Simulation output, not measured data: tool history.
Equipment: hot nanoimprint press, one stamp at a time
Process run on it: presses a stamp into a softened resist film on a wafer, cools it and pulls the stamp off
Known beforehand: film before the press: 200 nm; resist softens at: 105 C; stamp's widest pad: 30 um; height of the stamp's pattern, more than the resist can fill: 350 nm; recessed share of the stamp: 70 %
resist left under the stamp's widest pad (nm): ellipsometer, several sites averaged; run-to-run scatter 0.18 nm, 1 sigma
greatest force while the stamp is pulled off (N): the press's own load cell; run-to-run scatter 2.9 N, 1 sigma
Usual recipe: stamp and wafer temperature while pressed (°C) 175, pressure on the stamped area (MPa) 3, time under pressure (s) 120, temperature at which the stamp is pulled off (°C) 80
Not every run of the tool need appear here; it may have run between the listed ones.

run,hour,stamp and wafer temperature while pressed (°C),pressure on the stamped area (MPa),time under pressure (s),temperature at which the stamp is pulled off (°C),resist left under the stamp's widest pad (nm),greatest force while the stamp is pulled off (N)
1,0.0,175,3,120,80,96.4,209
2,12.4,175,3,120,80,96.4,204
3,23.1,175,3,120,80,96.0,220
4,44.7,174,3,120,80,99.4,226
# hour 65.0: stamp cleaned and given a new release coat
5,65.0,175,3,62,80,119.5,141
6,82.0,175,3,62,80,119.4,139
7,106.6,175,3,62,80,119.4,139
8,130.7,175,3,120,80,96.0,144
9,153.6,175,3,120,80,96.0,141
10,175.7,175,3,120,80,95.8,145
11,196.3,177,3,120,80,89.2,149
12,213.9,177,3,120,80,89.0,147
13,238.4,177,3,120,80,89.2,151

Run 14 comes next. What will it give?
14,256.4,168,3,120,78,?,?

{"run 14": {"resist left under the stamp's widest pad (nm)": 121.4, "greatest force while the stamp is pulled off (N)": 152}}
The same run, on a tool lacking any hidden state, would have yielded resist left under the stamp's widest pad (nm) 124.4, greatest force while the stamp is pulled off (N) 139.
